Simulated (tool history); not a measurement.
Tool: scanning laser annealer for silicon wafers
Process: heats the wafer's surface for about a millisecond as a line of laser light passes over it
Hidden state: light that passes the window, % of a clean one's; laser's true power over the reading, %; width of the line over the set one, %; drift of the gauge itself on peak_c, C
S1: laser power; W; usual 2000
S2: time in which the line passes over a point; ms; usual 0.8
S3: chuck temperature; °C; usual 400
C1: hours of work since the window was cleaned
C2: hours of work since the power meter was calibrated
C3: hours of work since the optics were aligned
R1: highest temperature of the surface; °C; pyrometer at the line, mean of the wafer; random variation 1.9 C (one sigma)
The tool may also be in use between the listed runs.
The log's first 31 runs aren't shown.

run 32 day=34.392 | S1=1838 S2=0.83 S3=378 | C1=569 C2=72 C3=454 | R1=1133
run 33 day=35.292 | S1=2105 S2=0.962 S3=369 | C1=583 C2=86 C3=469 | R1=1309
-- day=35.688 laser's power meter calibrated, once more
run 34 day=36.717 | S1=2067 S2=0.695 S3=386 | C1=603 C2=16 C3=489 | R1=1139
run 35 day=37.558 | S1=2000 S2=0.8 S3=417 | C1=617 C2=29 C3=502 | R1=1211
run 36 day=38.879 | S1=2047 S2=0.906 S3=380 | C1=637 C2=50 C3=523 | R1=1253
run 37 day=39.996 | S1=2000 S2=0.976 S3=400 | C1=655 C2=67 C3=540 | R1=1287
run 38 day=40.775 | S1=1795 S2=0.733 S3=417 | C1=667 C2=80 C3=552 | R1=1100
run 39 day=41.962 | S1=1795 S2=0.87 S3=383 | C1=686 C2=98 C3=571 | R1=1135
run 40 day=42.854 | S1=2174 S2=0.807 S3=373 | C1=699 C2=112 C3=585 | R1=1235

4 ways to go on from here, each from the tool as it stands after run 40. What would each give?
run A day=44.304 | S1=2047 S2=0.8 S3=400 | C1=722 C2=135 C3=608 | R1=?
run B day=44.304 | S1=2033 S2=0.797 S3=400 | C1=722 C2=135 C3=608 | R1=?
run C day=44.304 | S1=2174 S2=0.807 S3=390 | C1=722 C2=135 C3=608 | R1=?
run D day=44.304 | S1=2000 S2=0.8 S3=420 | C1=722 C2=135 C3=608 | R1=?

run=A R1=1205
run=B R1=1197
run=C R1=1248
run=D R1=1216
Without the tool's hidden state the same runs would have given:
run=A R1=1237
run=B R1=1228
run=C R1=1281
run=D R1=1246
